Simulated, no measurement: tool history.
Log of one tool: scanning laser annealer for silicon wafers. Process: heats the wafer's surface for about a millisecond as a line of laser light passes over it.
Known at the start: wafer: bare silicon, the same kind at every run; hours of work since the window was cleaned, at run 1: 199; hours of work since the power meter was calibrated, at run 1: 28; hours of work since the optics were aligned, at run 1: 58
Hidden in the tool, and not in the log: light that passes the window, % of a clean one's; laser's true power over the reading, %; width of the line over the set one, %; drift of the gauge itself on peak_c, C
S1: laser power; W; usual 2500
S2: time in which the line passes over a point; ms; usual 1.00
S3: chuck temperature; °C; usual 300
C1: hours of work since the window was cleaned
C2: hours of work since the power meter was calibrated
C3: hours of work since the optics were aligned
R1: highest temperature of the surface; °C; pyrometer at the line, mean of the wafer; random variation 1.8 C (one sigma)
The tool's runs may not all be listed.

run   hour    S1    S2   S3   C1   C2   C3    R1
  1    0.0  2500  1.00  300  199   28   58  1015
  2    5.3  2500  1.00  300  203   32   62  1017
  3   14.9  2500  1.00  300  211   40   70  1015
  4   24.8  2500  1.00  300  218   47   78  1015
  5   34.3  2500  1.00  300  226   55   85  1012
  6   40.8  2500  1.00  296  231   60   90  1007
  7   50.5  2500  1.00  300  239   68   98  1011
  8   56.1  2276  1.00  300  243   72  102   932
  9   64.6  2276  1.00  300  250   79  109   933
 10   73.5  2276  1.11  300  257   86  116   962
 11   79.4  2276  1.11  300  262   91  121   961
 12   84.3  2276  1.11  300  265   94  125   961
 13   90.9  2500  1.09  300  271  100  130  1039
 14  100.5  2500  1.09  300  278  107  138  1039
 15  107.7  2500  1.09  300  284  113  143  1039
 16  114.3  2644  1.00  300  289  118  149  1062
 17  120.5  2500  1.00  299  294  123  153  1011
 18  130.5  2500  1.00  299  302  131  161  1007
 19  139.5  2500  1.00  299  309  138  168  1008
 20  146.2  2500  1.00  299  314  143  174  1011
 21  151.7  2500  0.77  261  319  148  178   893
 22  160.0  2684  0.75  265  325  154  185   948
 23  167.6  2684  0.75  265  331  160  191   947
 24  173.4  2540  0.86  319  336  165  195   994
 25  180.4  2465  0.86  319  341  170  201   969
 26  185.0  2465  0.86  319  345  174  204   970
 27  195.0  2500  1.00  261  353  182  212   967
 28  199.7  2187  1.06  300  357  186  216   913
 29  204.1  2615  1.00  324  360  189  219  1071
 30  212.5  2667  0.79  300  367  196  226   993
 31  219.3  2667  0.79  300  372  201  232   990
 32  223.4  2628  1.23  319  375  204  235  1143
 33  233.1  2428  0.74  332  383  212  242   927
 34  239.7  2500  0.70  300  388  217  248   902
 35  247.4  2748  0.74  320  394  223  254  1016
 36  253.5  2707  0.77  280  399  228  259   978
 37  261.2  2696  0.77  319  405  234  265  1009
 38  268.4  2239  1.00  265  411  240  270   874

Measured less the same run without the tool's hidden state. The same run-to-run variation is in both; the gauge's scatter may not be:
run   R1
  1  -12
  2  -12
  3  -13
  4  -14
  5  -14
  6  -14
  7  -15
  8  -14
  9  -14
 10  -15
 11  -15
 12  -15
 13  -18
 14  -18
 15  -18
 16  -19
 17  -18
 18  -19
 19  -19
 20  -19
 21  -17
 22  -19
 23  -20
 24  -20
 25  -19
 26  -19
 27  -21
 28  -18
 29  -23
 30  -21
 31  -22
 32  -26
 33  -20
 34  -20
 35  -23
 36  -23
 37  -23
 38  -21
